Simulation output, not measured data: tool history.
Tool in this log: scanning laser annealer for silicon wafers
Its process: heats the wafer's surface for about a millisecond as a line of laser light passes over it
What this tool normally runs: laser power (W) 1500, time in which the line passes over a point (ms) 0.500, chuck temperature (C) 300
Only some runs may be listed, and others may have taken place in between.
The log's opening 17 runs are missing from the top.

run     day  laser power (W)  time in which the line passes over a point (ms)  chuck temperature (C)  hours of work since the window was cleaned  hours of work since the power meter was calibrated  hours of work since the optics were aligned  highest temperature of the surface (C)
 18   9.008             1500                                            0.500                    300                                          66                                                 338                                         1584                                    1064
 19   9.371             1500                                            0.500                    300                                          71                                                 343                                         1590                                    1063
     10.025  -- optics aligned, line set to its width
 20  10.279             1500                                            0.500                    300                                          80                                                 353                                            4                                    1092
 21  11.012             1500                                            0.500                    300                                          90                                                 363                                           14                                    1090
 22  11.404             1393                                            0.500                    273                                          96                                                 368                                           19                                     989
 23  12.008             1569                                            0.540                    300                                         104                                                 377                                           27                                    1170
 24  12.692             1569                                            0.540                    300                                         113                                                 386                                           37                                    1166
 25  13.354             1569                                            0.540                    300                                         122                                                 395                                           46                                    1168
 26  13.921             1524                                            0.514                    300                                         130                                                 403                                           54                                    1115
 27  14.475             1524                                            0.514                    300                                         138                                                 410                                           61                                    1112
 28  14.942             1524                                            0.514                    300                                         144                                                 417                                           68                                    1114
 29  15.579             1639                                            0.516                    306                                         153                                                 426                                           76                                    1203
 30  15.933             1647                                            0.416                    335                                         158                                                 430                                           81                                    1146
 31  16.258             1500                                            0.477                    305                                         162                                                 435                                           86                                    1072
 32  16.871             1500                                            0.477                    305                                         171                                                 443                                           94                                    1073
 33  17.346             1500                                            0.477                    305                                         177                                                 450                                          101                                    1069
 34  17.975             1500                                            0.477                    305                                         186                                                 458                                          109                                    1070
 35  18.629             1500                                            0.477                    305                                         195                                                 467                                          118                                    1070
 36  19.017             1526                                            0.500                    262                                         200                                                 473                                          123                                    1063
 37  19.592             1311                                            0.500                    329                                         208                                                 481                                          131                                     982
 38  19.929             1500                                            0.405                    270                                         213                                                 485                                          136                                     979
 39  20.479             1367                                            0.559                    270                                         220                                                 493                                          144                                     998

Predict the results of run 40:
 40  21.138             1303                                            0.416                    296                                         229                                                 502                                          153                                       ?

highest temperature of the surface (C): 891
Had the tool carried no hidden state, the very same run would have given highest temperature of the surface (C) 895.
